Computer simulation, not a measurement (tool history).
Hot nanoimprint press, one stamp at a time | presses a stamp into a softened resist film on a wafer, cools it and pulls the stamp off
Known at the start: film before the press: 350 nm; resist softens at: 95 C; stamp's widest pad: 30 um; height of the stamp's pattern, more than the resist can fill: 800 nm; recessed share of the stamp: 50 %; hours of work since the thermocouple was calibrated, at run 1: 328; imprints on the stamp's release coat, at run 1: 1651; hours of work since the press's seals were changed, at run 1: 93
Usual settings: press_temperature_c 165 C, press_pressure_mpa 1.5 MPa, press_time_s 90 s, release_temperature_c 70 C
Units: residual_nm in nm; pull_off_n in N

| run | hour | press_temperature_c | press_pressure_mpa | press_time_s | release_temperature_c | hours of work since the thermocouple was calibrated | imprints on the stamp's release coat | hours of work since the press's seals were changed | residual_nm | pull_off_n |
|---|---|---|---|---|---|---|---|---|---|---|
| 1 | 0 | 165 | 1.5 | 90 | 70 | 328 | 1651 | 93 | 195.4 | 180 |
| 2 | 3.8 | 165 | 1.5 | 90 | 70 | 331 | 1675 | 96 | 195.5 | 184 |
| 3 | 11.9 | 165 | 1.5 | 90 | 70 | 338 | 1724 | 102 | 197 | 178 |
| 4 | 20.6 | 165 | 1.5 | 90 | 70 | 345 | 1777 | 109 | 194.7 | 182 |
| 5 | 24.4 | 165 | 1.5 | 90 | 70 | 348 | 1800 | 112 | 195.4 | 180 |
|  | 30.9 | stamp cleaned and given a new release coat |
| 6 | 35.6 | 165 | 1.5 | 90 | 70 | 352 | 29 | 116 | 195.2 | 178 |
| 7 | 40.4 | 165 | 1.5 | 90 | 70 | 355 | 58 | 120 | 196.3 | 185 |
|  | 47.7 | plate thermocouple calibrated |
| 8 | 49.3 | 165 | 1.5 | 90 | 70 | 1 | 95 | 125 | 198.3 | 178 |
| 9 | 57.8 | 165 | 1.5 | 90 | 70 | 8 | 147 | 131 | 196 | 178 |
| 10 | 63.5 | 165 | 1.5 | 90 | 70 | 13 | 182 | 136 | 199.4 | 177 |
| 11 | 71.1 | 165 | 1.5 | 90 | 70 | 19 | 228 | 142 | 199.1 | 181 |
| 12 | 78.4 | 165 | 1.77 | 90 | 70 | 24 | 272 | 148 | 182.1 | 179 |
| 13 | 83.2 | 165 | 1.77 | 90 | 70 | 28 | 302 | 152 | 183.6 | 184 |
| 14 | 87.7 | 165 | 1.77 | 90 | 70 | 32 | 329 | 155 | 181.6 | 183 |
| 15 | 95.7 | 165 | 1.77 | 90 | 70 | 38 | 378 | 162 | 182 | 178 |
| 16 | 99.4 | 165 | 1.5 | 90 | 72 | 41 | 400 | 164 | 196.8 | 179 |
| 17 | 108.3 | 165 | 1.5 | 90 | 72 | 48 | 455 | 171 | 194.2 | 177 |
| 18 | 113.6 | 171 | 2.12 | 90 | 70 | 52 | 487 | 176 | 125.7 | 173 |
| 19 | 122.4 | 171 | 2.12 | 90 | 70 | 59 | 541 | 183 | 125.5 | 183 |
| 20 | 127 | 171 | 2.12 | 90 | 70 | 63 | 569 | 186 | 124.8 | 180 |

Run 21 comes next. What will it give?
| 21 | 134.2 | 165 | 0.94 | 45 | 70 | 69 | 613 | 192 | ? | ? |

Run 21 gave residual_nm 277.1 nm, pull_off_n 174 N.
Without the tool's hidden state the same run would have given residual_nm 277.1 nm, pull_off_n 173 N.
